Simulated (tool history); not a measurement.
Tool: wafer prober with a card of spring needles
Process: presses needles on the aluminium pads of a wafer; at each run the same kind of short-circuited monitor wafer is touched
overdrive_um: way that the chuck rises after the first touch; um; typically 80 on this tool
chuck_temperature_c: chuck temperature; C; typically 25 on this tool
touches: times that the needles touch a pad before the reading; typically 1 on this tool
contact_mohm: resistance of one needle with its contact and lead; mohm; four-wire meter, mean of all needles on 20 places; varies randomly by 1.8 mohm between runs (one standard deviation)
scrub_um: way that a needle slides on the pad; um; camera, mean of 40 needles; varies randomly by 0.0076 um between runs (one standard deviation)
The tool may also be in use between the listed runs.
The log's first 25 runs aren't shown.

run,day,overdrive_um,chuck_temperature_c,touches,contact_mohm,scrub_um
26,7.617,64,25,1,196,8.051
# day 7.804: tips cleaned on abrasive film
27,7.838,79,25,1,194,9.923
28,8.283,63,109,1,217,7.906
29,8.554,94,109,3,213,11.811
30,8.742,94,27,3,189,11.808
# day 8.829: tips cleaned on abrasive film
31,9.088,94,27,3,194,11.809
32,9.442,92,27,1,194,11.547
33,9.767,92,27,1,192,11.542
# day 9.858: tips cleaned on abrasive film
34,9.983,92,55,1,199,11.562

Consider 4 possible next runs. They are alternatives, not a sequence: every one starts from the tool as it was left by run 34. What does each give?
A,10.3,89,29,1,?,?
B,10.3,69,25,1,?,?
C,10.3,84,36,3,?,?
D,10.3,92,65,1,?,?

run,contact_mohm,scrub_um
A,193,11.185
B,194,8.665
C,196,10.558
D,201,11.549
Take away the tool's hidden state, keep each run's random variation, and the runs would have read:
run,contact_mohm,scrub_um
A,192,11.187
B,194,8.667
C,196,10.559
D,200,11.551

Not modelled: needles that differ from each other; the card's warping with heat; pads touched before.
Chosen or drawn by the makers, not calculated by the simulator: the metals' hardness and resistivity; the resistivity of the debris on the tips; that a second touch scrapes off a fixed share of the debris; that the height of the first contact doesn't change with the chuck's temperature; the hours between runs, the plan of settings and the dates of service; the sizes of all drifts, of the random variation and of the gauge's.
